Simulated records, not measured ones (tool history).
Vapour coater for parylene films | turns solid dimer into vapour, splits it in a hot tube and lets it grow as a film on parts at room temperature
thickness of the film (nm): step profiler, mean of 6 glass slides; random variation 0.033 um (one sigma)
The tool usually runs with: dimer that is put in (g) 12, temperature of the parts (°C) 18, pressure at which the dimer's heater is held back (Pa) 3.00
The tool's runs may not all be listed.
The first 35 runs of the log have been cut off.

run,day,dimer that is put in (g),temperature of the parts (°C),pressure at which the dimer's heater is held back (Pa),thickness of the film (nm)
36,55.179,12,18,3.00,2920
# day 55.458: trap's valve overhauled
37,56.221,12,18,3.60,3180
38,57.483,12,28,3.60,2420
39,58.929,6,21,2.24,1640
40,60.642,7,13,11.61,1540
41,62.133,21,27,5.39,3880
42,64.162,5,21,3.00,1270
43,65.233,8,26,3.00,1730
44,67.071,8,26,3.00,1690
45,68.367,7,26,3.00,1500
46,70.288,10,13,11.54,2060

Forecast each of these 4 alternatives for the next run:
A,71.412,12,22,6.24,?
B,71.412,13,15,3.00,?
C,71.412,7,12,5.80,?
D,71.412,12,21,3.00,?

run,thickness of the film (nm)
A,2240
B,3510
C,1750
D,2770
With no hidden state in the tool, these same runs would have given:
run,thickness of the film (nm)
A,2440
B,3870
C,1910
D,3020

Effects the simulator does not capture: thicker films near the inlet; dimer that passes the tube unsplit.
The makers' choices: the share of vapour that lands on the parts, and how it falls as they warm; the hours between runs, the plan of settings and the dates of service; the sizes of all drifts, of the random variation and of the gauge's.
